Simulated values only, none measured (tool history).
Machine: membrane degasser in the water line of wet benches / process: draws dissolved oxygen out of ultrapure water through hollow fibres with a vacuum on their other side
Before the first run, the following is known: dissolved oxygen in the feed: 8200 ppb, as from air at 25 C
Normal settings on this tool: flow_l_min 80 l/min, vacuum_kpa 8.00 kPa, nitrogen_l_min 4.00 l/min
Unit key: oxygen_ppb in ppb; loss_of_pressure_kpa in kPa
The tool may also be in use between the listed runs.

run	hour	flow_l_min	vacuum_kpa	nitrogen_l_min	oxygen_ppb	loss_of_pressure_kpa
1	0.0	80	8.00	4.00	215.4	26.98
2	134.9	80	8.00	4.00	214.1	27.00
3	283.0	80	17.01	4.00	581.4	26.81
4	355.9	80	17.01	4.00	583.7	27.22
5	472.9	80	17.01	4.00	583.3	26.97
6	557.6	80	8.00	4.00	213.7	27.21
7	649.7	80	8.00	4.00	217.7	27.29
8	794.2	80	8.00	4.00	215.2	27.07
9	928.7	80	8.00	4.00	214.8	26.95
10	1073.2	80	8.00	4.00	216.8	26.99
11	1222.8	80	8.00	4.00	219.1	27.33
12	1356.3	80	5.87	4.00	127.2	27.29
13	1484.5	80	5.87	4.00	126.3	27.24
14	1557.8	80	5.87	2.26	202.2	27.45
15	1636.5	80	8.00	4.00	216.6	27.34
16	1706.7	80	8.00	4.00	219.2	27.35
17	1862.7	80	8.00	4.00	216.4	27.54
18	2001.8	80	8.00	4.00	220.3	27.35
19	2163.2	84	10.14	4.00	316.7	29.09
20	2283.1	84	10.14	4.00	327.2	28.86
21	2417.5	84	10.14	4.00	323.0	28.89
22	2573.7	71	11.28	2.42	493.0	24.51
23	2667.9	116	12.40	4.15	529.0	40.63
24	2767.4	119	8.00	4.00	314.6	41.17
25	2869.3	119	8.00	4.00	311.8	41.20
26	2970.1	119	12.67	2.23	901.6	41.13
27	3077.9	80	11.42	1.73	715.7	27.46
28	3232.9	51	8.00	4.00	145.6	17.52

Run 29 has not been measured yet. What should we expect?
29	3389.4	64	8.00	4.00	?	?

oxygen_ppb: 182.8 ppb
loss_of_pressure_kpa: 22.53 kPa
With no hidden state in the tool, this same run would have given oxygen_ppb 173.4 ppb, loss_of_pressure_kpa 20.52 kPa.
